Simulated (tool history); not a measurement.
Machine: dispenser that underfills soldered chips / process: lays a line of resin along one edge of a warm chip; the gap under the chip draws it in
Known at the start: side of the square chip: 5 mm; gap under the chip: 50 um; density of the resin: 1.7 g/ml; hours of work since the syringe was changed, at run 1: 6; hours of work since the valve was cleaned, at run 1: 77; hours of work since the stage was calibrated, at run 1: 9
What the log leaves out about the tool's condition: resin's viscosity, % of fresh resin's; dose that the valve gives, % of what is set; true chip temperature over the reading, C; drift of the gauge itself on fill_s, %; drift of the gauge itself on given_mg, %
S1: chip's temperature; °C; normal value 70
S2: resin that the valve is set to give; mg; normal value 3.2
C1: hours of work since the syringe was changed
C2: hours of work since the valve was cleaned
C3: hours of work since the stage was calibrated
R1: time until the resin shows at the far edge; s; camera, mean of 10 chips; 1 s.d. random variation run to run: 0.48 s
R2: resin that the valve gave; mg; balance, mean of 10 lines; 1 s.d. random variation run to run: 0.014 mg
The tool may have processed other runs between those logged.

{"run": 1, "hour": 0.0, "S1": 70, "S2": 3.2, "C1": 6, "C2": 77, "C3": 9, "R1": 52.3, "R2": 3.01}
{"hour": 4.5, "done": "dispensing valve cleaned and set on the balance"}
{"run": 2, "hour": 4.7, "S1": 70, "S2": 3.2, "C1": 9, "C2": 0, "C3": 11, "R1": 59.9, "R2": 3.23}
{"hour": 5.4, "done": "new syringe of resin"}
{"run": 3, "hour": 8.2, "S1": 74, "S2": 3.2, "C1": 2, "C2": 2, "C3": 13, "R1": 35.1, "R2": 3.18}
{"run": 4, "hour": 10.9, "S1": 70, "S2": 3.12, "C1": 4, "C2": 4, "C3": 15, "R1": 45.4, "R2": 3.11}
{"run": 5, "hour": 15.1, "S1": 70, "S2": 3.12, "C1": 7, "C2": 7, "C3": 18, "R1": 54, "R2": 3.08}
{"hour": 19.2, "done": "new syringe of resin"}
{"run": 6, "hour": 19.2, "S1": 62, "S2": 3.2, "C1": 0, "C2": 9, "C3": 20, "R1": 53, "R2": 3.18}
{"run": 7, "hour": 22.0, "S1": 62, "S2": 3.2, "C1": 2, "C2": 11, "C3": 22, "R1": 59, "R2": 3.2}
{"run": 8, "hour": 24.4, "S1": 62, "S2": 3.2, "C1": 3, "C2": 13, "C3": 24, "R1": 61.5, "R2": 3.16}
{"run": 9, "hour": 28.4, "S1": 62, "S2": 3.2, "C1": 6, "C2": 16, "C3": 27, "R1": 72.3, "R2": 3.17}
{"run": 10, "hour": 32.3, "S1": 70, "S2": 3.2, "C1": 9, "C2": 18, "C3": 29, "R1": 58.5, "R2": 3.14}
{"hour": 33.1, "done": "new syringe of resin"}
{"run": 11, "hour": 36.2, "S1": 71, "S2": 3.2, "C1": 2, "C2": 21, "C3": 32, "R1": 40.1, "R2": 3.15}
{"run": 12, "hour": 40.4, "S1": 70, "S2": 3.79, "C1": 5, "C2": 24, "C3": 35, "R1": 48.1, "R2": 3.74}
{"run": 13, "hour": 44.2, "S1": 70, "S2": 3.54, "C1": 7, "C2": 26, "C3": 37, "R1": 54, "R2": 3.47}
{"hour": 46.7, "done": "new syringe of resin"}
{"run": 14, "hour": 46.7, "S1": 82, "S2": 2.86, "C1": 0, "C2": 28, "C3": 39, "R1": 22.7, "R2": 2.81}
{"run": 15, "hour": 49.1, "S1": 64, "S2": 3.79, "C1": 2, "C2": 29, "C3": 40, "R1": 50.8, "R2": 3.72}
{"run": 16, "hour": 52.1, "S1": 64, "S2": 3.79, "C1": 4, "C2": 31, "C3": 42, "R1": 55.9, "R2": 3.69}
{"run": 17, "hour": 54.4, "S1": 62, "S2": 4.09, "C1": 5, "C2": 33, "C3": 44, "R1": 66.1, "R2": 3.99}
{"run": 18, "hour": 58.2, "S1": 68, "S2": 4.18, "C1": 8, "C2": 35, "C3": 46, "R1": 58.1, "R2": 4.09}
{"hour": 60.4, "done": "new syringe of resin"}
{"run": 19, "hour": 61.8, "S1": 68, "S2": 4.18, "C1": 1, "C2": 38, "C3": 49, "R1": 40.8, "R2": 4.09}
{"run": 20, "hour": 65.7, "S1": 59, "S2": 3.27, "C1": 4, "C2": 40, "C3": 51, "R1": 72.5, "R2": 3.18}
{"run": 21, "hour": 68.3, "S1": 75, "S2": 3.69, "C1": 5, "C2": 42, "C3": 53, "R1": 38.7, "R2": 3.58}
{"run": 22, "hour": 70.9, "S1": 75, "S2": 3.69, "C1": 7, "C2": 44, "C3": 55, "R1": 43.2, "R2": 3.57}
{"hour": 74.0, "done": "new syringe of resin"}
{"run": 23, "hour": 75.3, "S1": 75, "S2": 3.69, "C1": 1, "C2": 46, "C3": 57, "R1": 30.5, "R2": 3.58}
{"run": 24, "hour": 78.4, "S1": 80, "S2": 3.22, "C1": 3, "C2": 49, "C3": 59, "R1": 28.1, "R2": 3.1}
{"run": 25, "hour": 82.5, "S1": 83, "S2": 3.72, "C1": 6, "C2": 51, "C3": 62, "R1": 28.5, "R2": 3.59}
{"run": 26, "hour": 84.7, "S1": 83, "S2": 3.72, "C1": 7, "C2": 53, "C3": 64, "R1": 30.5, "R2": 3.6}

4 ways to go on from here, each from the tool as it stands after run 26. What would each give?
{"hour": 87.6, "done": "new syringe of resin"}
{"run": "A", "hour": 89.9, "S1": 63, "S2": 2.84, "C1": 2, "C2": 56, "C3": 67, "R1": "?", "R2": "?"}
{"hour": 87.6, "done": "new syringe of resin"}
{"run": "B", "hour": 89.9, "S1": 70, "S2": 4.08, "C1": 2, "C2": 56, "C3": 67, "R1": "?", "R2": "?"}
{"hour": 87.6, "done": "new syringe of resin"}
{"run": "C", "hour": 89.9, "S1": 84, "S2": 3.2, "C1": 2, "C2": 56, "C3": 67, "R1": "?", "R2": "?"}
{"hour": 87.6, "done": "new syringe of resin"}
{"run": "D", "hour": 89.9, "S1": 83, "S2": 3.27, "C1": 2, "C2": 56, "C3": 67, "R1": "?", "R2": "?"}

run=A R1=55.9 R2=2.75
run=B R1=39.2 R2=3.92
run=C R1=22.8 R2=3.09
run=D R1=23.8 R2=3.13
Without the tool's unlogged condition, the same runs would have read:
run=A R1=51 R2=2.86
run=B R1=36.1 R2=4.07
run=C R1=20.9 R2=3.22
run=D R1=21.9 R2=3.26
